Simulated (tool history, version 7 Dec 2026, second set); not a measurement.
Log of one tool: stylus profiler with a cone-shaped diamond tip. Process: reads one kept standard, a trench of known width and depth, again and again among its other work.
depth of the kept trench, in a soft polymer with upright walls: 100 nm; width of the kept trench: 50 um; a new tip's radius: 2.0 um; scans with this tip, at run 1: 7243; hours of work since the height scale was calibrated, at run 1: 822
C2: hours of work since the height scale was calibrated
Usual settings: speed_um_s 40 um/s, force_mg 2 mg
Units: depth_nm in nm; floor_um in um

{"run": 1, "day": 0.0, "speed_um_s": 40, "force_mg": 2, "scans with this tip": 7243, "C2": 822, "depth_nm": 101.47, "floor_um": 48.13}
{"run": 2, "day": 3.871, "speed_um_s": 40, "force_mg": 2, "scans with this tip": 7657, "C2": 869, "depth_nm": 101.45, "floor_um": 48.11}
{"run": 3, "day": 6.083, "speed_um_s": 40, "force_mg": 2, "scans with this tip": 7894, "C2": 896, "depth_nm": 101.45, "floor_um": 48.04}
{"day": 8.012, "done": "new tip fitted, height scale calibrated"}
{"run": 4, "day": 10.112, "speed_um_s": 40, "force_mg": 2, "scans with this tip": 226, "C2": 26, "depth_nm": 101.28, "floor_um": 48.54}
{"run": 5, "day": 14.079, "speed_um_s": 40, "force_mg": 2, "scans with this tip": 650, "C2": 74, "depth_nm": 101.27, "floor_um": 48.46}
{"run": 6, "day": 17.154, "speed_um_s": 11, "force_mg": 2, "scans with this tip": 979, "C2": 111, "depth_nm": 101.31, "floor_um": 48.59}
{"run": 7, "day": 18.892, "speed_um_s": 11, "force_mg": 2, "scans with this tip": 1165, "C2": 132, "depth_nm": 101.3, "floor_um": 48.6}
{"run": 8, "day": 22.412, "speed_um_s": 11, "force_mg": 2, "scans with this tip": 1542, "C2": 175, "depth_nm": 101.28, "floor_um": 48.55}
{"run": 9, "day": 26.367, "speed_um_s": 147, "force_mg": 0.82, "scans with this tip": 1966, "C2": 223, "depth_nm": 100.72, "floor_um": 47.32}
{"run": 10, "day": 29.808, "speed_um_s": 147, "force_mg": 0.82, "scans with this tip": 2334, "C2": 265, "depth_nm": 100.74, "floor_um": 47.25}
{"run": 11, "day": 33.304, "speed_um_s": 53, "force_mg": 0.7, "scans with this tip": 2708, "C2": 307, "depth_nm": 100.63, "floor_um": 48.11}
{"run": 12, "day": 37.367, "speed_um_s": 138, "force_mg": 0.92, "scans with this tip": 3143, "C2": 357, "depth_nm": 100.79, "floor_um": 47.37}

3 ways to go on from here, each from the tool as it stands after run 12. What would each give?
{"run": "A", "day": 39.133, "speed_um_s": 11, "force_mg": 1.76, "scans with this tip": 3332, "C2": 378, "depth_nm": "?", "floor_um": "?"}
{"run": "B", "day": 39.133, "speed_um_s": 40, "force_mg": 5.75, "scans with this tip": 3332, "C2": 378, "depth_nm": "?", "floor_um": "?"}
{"run": "C", "day": 39.133, "speed_um_s": 10, "force_mg": 0.89, "scans with this tip": 3332, "C2": 378, "depth_nm": "?", "floor_um": "?"}

run=A depth_nm=101.24 floor_um=48.46
run=B depth_nm=102.67 floor_um=48.44
run=C depth_nm=100.77 floor_um=48.49
Without the tool's hidden state the same runs would have given:
run=A depth_nm=101.21 floor_um=48.67
run=B depth_nm=102.64 floor_um=48.66
run=C depth_nm=100.74 floor_um=48.7

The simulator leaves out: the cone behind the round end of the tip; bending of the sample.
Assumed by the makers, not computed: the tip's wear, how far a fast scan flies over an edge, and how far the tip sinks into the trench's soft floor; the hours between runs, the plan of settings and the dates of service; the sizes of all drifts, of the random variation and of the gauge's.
